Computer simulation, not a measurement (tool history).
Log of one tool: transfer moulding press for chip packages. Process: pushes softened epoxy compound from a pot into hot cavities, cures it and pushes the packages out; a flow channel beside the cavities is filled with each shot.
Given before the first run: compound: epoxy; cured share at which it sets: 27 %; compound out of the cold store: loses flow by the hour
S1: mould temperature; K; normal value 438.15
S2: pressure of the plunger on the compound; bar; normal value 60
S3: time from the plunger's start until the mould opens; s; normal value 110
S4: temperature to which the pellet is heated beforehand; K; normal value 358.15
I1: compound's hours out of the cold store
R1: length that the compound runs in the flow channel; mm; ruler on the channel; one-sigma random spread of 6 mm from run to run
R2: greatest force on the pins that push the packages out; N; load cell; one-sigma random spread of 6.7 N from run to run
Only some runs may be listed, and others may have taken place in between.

run 1 hour=0 | S1=438.15 S2=60 S3=110 S4=358.15 | I1=12 | R1=758 R2=282
-- hour=12.2 cavities cleaned with cleaning compound and waxed
run 2 hour=27.6 | S1=432.15 S2=60 S3=110 S4=358.15 | I1=8.5 | R1=766 R2=352
run 3 hour=55.4 | S1=438.15 S2=60 S3=110 S4=362.15 | I1=42 | R1=583 R2=267
run 4 hour=78.6 | S1=438.15 S2=60 S3=110 S4=362.15 | I1=35.2 | R1=614 R2=274
run 5 hour=106.7 | S1=438.15 S2=60 S3=110 S4=351.15 | I1=9.1 | R1=768 R2=270
-- hour=129.4 cavities cleaned with cleaning compound and waxed
run 6 hour=142.8 | S1=438.15 S2=60 S3=110 S4=351.15 | I1=8.9 | R1=760 R2=280
run 7 hour=191.5 | S1=438.15 S2=60 S3=110 S4=358.15 | I1=15.7 | R1=718 R2=273
run 8 hour=224.8 | S1=438.15 S2=60 S3=93 S4=358.15 | I1=42.9 | R1=574 R2=316
-- hour=229.5 plunger's sealing rings changed
-- hour=250.6 cavities cleaned with cleaning compound and waxed
run 9 hour=252.5 | S1=438.15 S2=60 S3=93 S4=358.15 | I1=19.5 | R1=719 R2=341
run 10 hour=298 | S1=438.15 S2=60 S3=110 S4=358.15 | I1=16.9 | R1=725 R2=279
run 11 hour=321.9 | S1=438.15 S2=60 S3=98 S4=365.15 | I1=24.3 | R1=679 R2=298
run 12 hour=362.8 | S1=438.15 S2=60 S3=98 S4=365.15 | I1=18.4 | R1=710 R2=317
-- hour=366.5 cavities cleaned with cleaning compound and waxed
run 13 hour=414.2 | S1=438.15 S2=60 S3=98 S4=365.15 | I1=19.2 | R1=704 R2=305
run 14 hour=466.3 | S1=438.15 S2=60 S3=98 S4=365.15 | I1=11.8 | R1=751 R2=304
-- hour=483.3 cavities cleaned with cleaning compound and waxed
run 15 hour=493.8 | S1=438.15 S2=60 S3=98 S4=365.15 | I1=27.8 | R1=657 R2=301
run 16 hour=525.3 | S1=438.15 S2=60 S3=98 S4=365.15 | I1=22.8 | R1=681 R2=299
-- hour=553.3 mould's thermocouples calibrated
run 17 hour=576.4 | S1=439.15 S2=60 S3=109 S4=358.15 | I1=43.1 | R1=575 R2=264
-- hour=602.4 cavities cleaned with cleaning compound and waxed
run 18 hour=623 | S1=439.15 S2=60 S3=109 S4=358.15 | I1=40.2 | R1=596 R2=277
run 19 hour=663.3 | S1=439.15 S2=60 S3=109 S4=358.15 | I1=23.2 | R1=691 R2=273

Branching from run 19: 4 alternative next runs. What would each branch give?
run A hour=710.6 | S1=441.15 S2=60 S3=110 S4=361.15 | I1=12 | R1=? R2=?
run B hour=710.6 | S1=438.15 S2=60 S3=110 S4=357.15 | I1=20.6 | R1=? R2=?
run C hour=710.6 | S1=445.15 S2=60 S3=109 S4=352.15 | I1=31.1 | R1=? R2=?
run D hour=710.6 | S1=444.15 S2=54 S3=109 S4=358.15 | I1=42.5 | R1=? R2=?

run=A R1=751 R2=261
run=B R1=692 R2=277
run=C R1=630 R2=270
run=D R1=547 R2=247
Stripped of hidden state, with their random variation kept, the same runs would have yielded:
run=A R1=752 R2=257
run=B R1=693 R2=273
run=C R1=631 R2=265
run=D R1=548 R2=243

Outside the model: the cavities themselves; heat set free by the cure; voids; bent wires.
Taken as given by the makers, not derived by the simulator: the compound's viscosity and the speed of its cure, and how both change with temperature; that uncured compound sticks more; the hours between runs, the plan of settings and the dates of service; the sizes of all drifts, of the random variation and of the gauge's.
